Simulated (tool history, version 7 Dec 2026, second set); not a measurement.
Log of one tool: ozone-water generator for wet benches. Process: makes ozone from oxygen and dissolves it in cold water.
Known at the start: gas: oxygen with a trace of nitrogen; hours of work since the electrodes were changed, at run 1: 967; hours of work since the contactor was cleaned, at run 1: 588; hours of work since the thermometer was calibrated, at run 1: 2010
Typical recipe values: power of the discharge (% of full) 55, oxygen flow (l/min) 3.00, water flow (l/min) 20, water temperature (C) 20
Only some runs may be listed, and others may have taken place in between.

run   hour  power of the discharge (% of full)  oxygen flow (l/min)  water flow (l/min)  water temperature (C)  hours of work since the electrodes were changed  hours of work since the contactor was cleaned  hours of work since the thermometer was calibrated  dissolved ozone (ppm)  ozone in the gas ahead of the water (g/m3)
  1    0.0                                  55                 3.00                  20                     20                                              967                                            588                                                2010                    9.7                                       143.9
  2   28.8                                  55                 3.00                  20                     20                                              985                                            606                                                2028                    9.9                                       147.6
  3   68.4                                  55                 3.00                  20                     20                                             1009                                            631                                                2053                    9.8                                       146.7
  4   86.8                                  55                 3.00                  20                     20                                             1021                                            642                                                2064                    9.8                                       147.0
  5  120.5                                  55                 3.00                  20                     20                                             1042                                            663                                                2086                    9.8                                       146.6
  6  152.7                                  55                 3.00                  20                     20                                             1062                                            683                                                2106                    9.7                                       144.8
  7  178.4                                  55                 3.00                  20                     20                                             1078                                            699                                                2122                    9.9                                       145.3
  8  211.5                                  55                 3.00                  20                     26                                             1099                                            720                                                2143                    9.0                                       146.5
  9  236.1                                  55                 3.00                  20                     20                                             1115                                            736                                                2158                    9.9                                       145.7
 10  257.7                                  55                 3.00                  20                     20                                             1128                                            749                                                2172                   10.0                                       144.1
 11  297.3                                  55                 3.00                  20                     20                                             1153                                            774                                                2196                    9.7                                       145.0
 12  319.2                                  55                 3.00                  20                     20                                             1167                                            788                                                2210                    9.8                                       145.3
 13  340.9                                  55                 3.00                  20                     20                                             1180                                            801                                                2224                    9.8                                       145.5
 14  375.8                                  55                 3.00                  20                     19                                             1202                                            823                                                2246                    9.9                                       144.3
 15  398.2                                  55                 3.00                  20                     19                                             1216                                            837                                                2260                    9.8                                       145.3
 16  439.1                                  55                 3.00                  20                     20                                             1242                                            863                                                2285                    9.8                                       143.6
 17  481.8                                  55                 3.00                  20                     20                                             1269                                            890                                                2312                    9.7                                       145.1
 18  500.8                                  55                 4.99                  26                     20                                             1281                                            902                                                2324                    8.5                                       120.1
 19  537.9                                  55                 4.99                  26                     20                                             1304                                            925                                                2347                    8.6                                       121.6
 20  565.3                                  49                 3.00                  23                     26                                             1321                                            942                                                2365                    7.1                                       130.1
 21  590.3                                  40                 2.40                  28                     26                                             1337                                            958                                                2380                    4.5                                       119.0
 22  628.8                                  55                 3.00                  13                     13                                             1361                                            982                                                2404                   15.8                                       145.4
 23  668.2                                  55                 3.00                  20                     14                                             1386                                           1007                                                2429                   10.0                                       142.9
 24  696.3                                  55                 3.00                  20                     14                                             1403                                           1024                                                2447                   10.3                                       145.4
 25  723.6                                  55                 3.00                  20                     14                                             1420                                           1041                                                2464                   10.1                                       144.2
 26  752.5                                  55                 3.00                  18                     16                                             1438                                           1060                                                2482                   11.0                                       144.9
 27  789.1                                  55                 3.00                  18                     16                                             1461                                           1082                                                2505                   11.1                                       143.8
 28  815.9                                  55                 3.00                  18                     16                                             1478                                           1099                                                2522                   11.1                                       144.3
 29  850.4                                  55                 3.00                  18                     16                                             1500                                           1121                                                2543                   11.3                                       144.7
 30  890.9                                  55                 2.02                  20                     21                                             1525                                           1146                                                2569                    8.2                                       166.1
 31  929.7                                  58                 2.02                  20                     21                                             1550                                           1171                                                2593                    8.6                                       174.3
 32  967.6                                  58                 2.02                  20                     24                                             1573                                           1194                                                2617                    8.3                                       173.8

Predict each of these 4 candidate next runs independently; none follows another, all start after run 32:
  A  1007.1                                  58                 2.02                  25                     24                                             1598                                           1219                                                2642                      ?                                           ?
  B  1007.1                                  55                 2.57                  20                     20                                             1598                                           1219                                                2642                      ?                                           ?
  C  1007.1                                  65                 2.02                  20                     24                                             1598                                           1219                                                2642                      ?                                           ?
  D  1007.1                                  55                 3.00                  20                     20                                             1598                                           1219                                                2642                      ?                                           ?

run  dissolved ozone (ppm)  ozone in the gas ahead of the water (g/m3)
  A                    6.6                                       174.2
  B                    8.9                                       152.1
  C                    9.1                                       191.8
  D                    9.6                                       143.5
Without the tool's unlogged condition, the same runs would have read:
run  dissolved ozone (ppm)  ozone in the gas ahead of the water (g/m3)
  A                    6.9                                       181.2
  B                    9.4                                       157.8
  C                    9.7                                       200.4
  D                   10.1                                       148.9

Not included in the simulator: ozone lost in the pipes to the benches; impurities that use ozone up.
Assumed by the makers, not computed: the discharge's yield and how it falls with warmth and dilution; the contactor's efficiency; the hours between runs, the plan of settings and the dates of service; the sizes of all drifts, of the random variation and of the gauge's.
